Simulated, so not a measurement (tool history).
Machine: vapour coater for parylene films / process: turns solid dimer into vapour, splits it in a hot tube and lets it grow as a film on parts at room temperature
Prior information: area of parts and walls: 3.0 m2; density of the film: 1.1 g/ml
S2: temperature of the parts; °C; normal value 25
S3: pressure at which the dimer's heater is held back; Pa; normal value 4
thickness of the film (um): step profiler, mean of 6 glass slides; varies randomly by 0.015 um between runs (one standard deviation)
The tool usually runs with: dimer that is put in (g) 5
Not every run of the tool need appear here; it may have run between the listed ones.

{"run": 1, "hour": 0.0, "dimer that is put in (g)": 5, "S2": 25, "S3": 4, "thickness of the film (um)": 0.64}
{"hour": 13.7, "done": "trap's valve overhauled"}
{"run": 2, "hour": 28.4, "dimer that is put in (g)": 5, "S2": 25, "S3": 4, "thickness of the film (um)": 0.75}
{"run": 3, "hour": 45.4, "dimer that is put in (g)": 5, "S2": 25, "S3": 4, "thickness of the film (um)": 0.74}
{"run": 4, "hour": 67.2, "dimer that is put in (g)": 5, "S2": 25, "S3": 4, "thickness of the film (um)": 0.72}
{"run": 5, "hour": 108.1, "dimer that is put in (g)": 5, "S2": 25, "S3": 4, "thickness of the film (um)": 0.73}
{"run": 6, "hour": 140.3, "dimer that is put in (g)": 5, "S2": 23, "S3": 4, "thickness of the film (um)": 0.78}
{"run": 7, "hour": 169.0, "dimer that is put in (g)": 5, "S2": 25, "S3": 4, "thickness of the film (um)": 0.74}
{"run": 8, "hour": 207.7, "dimer that is put in (g)": 8, "S2": 25, "S3": 4, "thickness of the film (um)": 1.11}
{"run": 9, "hour": 231.7, "dimer that is put in (g)": 8, "S2": 25, "S3": 4, "thickness of the film (um)": 1.15}
{"run": 10, "hour": 268.9, "dimer that is put in (g)": 3, "S2": 25, "S3": 4, "thickness of the film (um)": 0.39}
{"run": 11, "hour": 303.2, "dimer that is put in (g)": 5, "S2": 35, "S3": 4, "thickness of the film (um)": 0.5}
{"run": 12, "hour": 325.3, "dimer that is put in (g)": 5, "S2": 25, "S3": 4, "thickness of the film (um)": 0.67}
{"run": 13, "hour": 348.8, "dimer that is put in (g)": 2, "S2": 19, "S3": 2.75, "thickness of the film (um)": 0.34}
{"run": 14, "hour": 374.9, "dimer that is put in (g)": 2, "S2": 19, "S3": 2.75, "thickness of the film (um)": 0.35}
{"run": 15, "hour": 412.9, "dimer that is put in (g)": 5, "S2": 19, "S3": 2.75, "thickness of the film (um)": 0.88}
{"run": 16, "hour": 451.4, "dimer that is put in (g)": 5, "S2": 33, "S3": 5.64, "thickness of the film (um)": 0.46}

Run 17, settings as shown, results not yet in. Your forecast:
{"hour": 484.0, "done": "trap's valve overhauled"}
{"run": 17, "hour": 486.8, "dimer that is put in (g)": 3, "S2": 24, "S3": 2.07, "thickness of the film (um)": "?"}

thickness of the film (um): 0.51
On a tool with no hidden condition, and with the same random variation, this run would have come out at thickness of the film (um) 0.5.

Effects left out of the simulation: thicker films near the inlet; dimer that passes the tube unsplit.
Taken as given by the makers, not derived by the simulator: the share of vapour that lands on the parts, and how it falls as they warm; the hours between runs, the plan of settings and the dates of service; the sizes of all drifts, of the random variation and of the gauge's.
